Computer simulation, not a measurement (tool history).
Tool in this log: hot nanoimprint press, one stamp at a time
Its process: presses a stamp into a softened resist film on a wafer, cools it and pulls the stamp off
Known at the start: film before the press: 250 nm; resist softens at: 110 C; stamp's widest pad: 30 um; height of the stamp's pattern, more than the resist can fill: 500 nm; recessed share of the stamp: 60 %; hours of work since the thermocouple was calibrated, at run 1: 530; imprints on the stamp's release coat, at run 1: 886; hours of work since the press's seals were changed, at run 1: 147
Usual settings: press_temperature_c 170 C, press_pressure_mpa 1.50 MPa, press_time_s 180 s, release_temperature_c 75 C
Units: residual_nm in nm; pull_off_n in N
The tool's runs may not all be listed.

run	day	press_temperature_c	press_pressure_mpa	press_time_s	release_temperature_c	hours of work since the thermocouple was calibrated	imprints on the stamp's release coat	hours of work since the press's seals were changed	residual_nm	pull_off_n
1	0.000	170	1.50	180	75	530	886	147	146.7	182
2	0.333	170	1.50	180	75	533	897	151	143.8	190
3	0.742	170	1.50	180	73	538	911	155	145.1	196
# day 1.154: plate thermocouple calibrated
4	1.162	170	1.50	180	73	0	921	159	138.2	186
5	1.383	170	1.50	180	73	3	928	161	140.4	185
6	1.688	170	1.50	130	75	6	939	164	153.9	182
7	1.979	170	1.50	180	75	9	949	168	141.9	188
8	2.233	170	1.53	180	75	12	957	170	138.3	184
9	2.633	170	1.50	180	76	16	971	175	137.3	184
10	3.017	170	1.50	180	76	21	983	179	140.2	188
11	3.388	164	1.50	180	75	25	996	183	163.4	185
12	3.658	164	1.50	180	75	28	1005	186	167.2	188
13	3.933	164	1.50	180	75	31	1014	189	166.1	184
14	4.171	172	1.31	136	69	34	1022	192	154.5	202
15	4.492	170	1.50	215	75	37	1033	196	132.9	187
16	4.812	170	1.95	215	79	41	1044	199	117.2	178
17	5.242	170	1.95	215	79	46	1058	204	116.4	173
18	5.467	158	0.95	215	77	48	1066	207	209.3	181
19	5.671	170	1.66	296	82	50	1073	209	113.0	161
20	5.962	173	1.50	197	75	54	1083	212	124.3	193
21	6.346	173	1.48	213	69	58	1095	216	122.1	209
22	6.562	170	1.37	180	70	60	1103	219	146.5	208

Consider 5 possible next runs. They are alternatives, not a sequence: every one starts from the tool as it was left by run 22. What does each give?
A	6.875	170	1.26	162	75	64	1113	222	?	?
B	6.875	170	1.26	129	70	64	1113	222	?	?
C	6.875	168	1.50	180	75	64	1113	222	?	?
D	6.875	170	1.50	271	75	64	1113	222	?	?
E	6.875	170	0.97	275	66	64	1113	222	?	?

run	residual_nm	pull_off_n
A	156.7	189
B	166.1	203
C	148.5	185
D	124.0	193
E	149.4	225
Without the tool's hidden state the same runs would have given:
run	residual_nm	pull_off_n
A	155.0	157
B	164.5	168
C	146.7	153
D	122.3	160
E	148.0	187
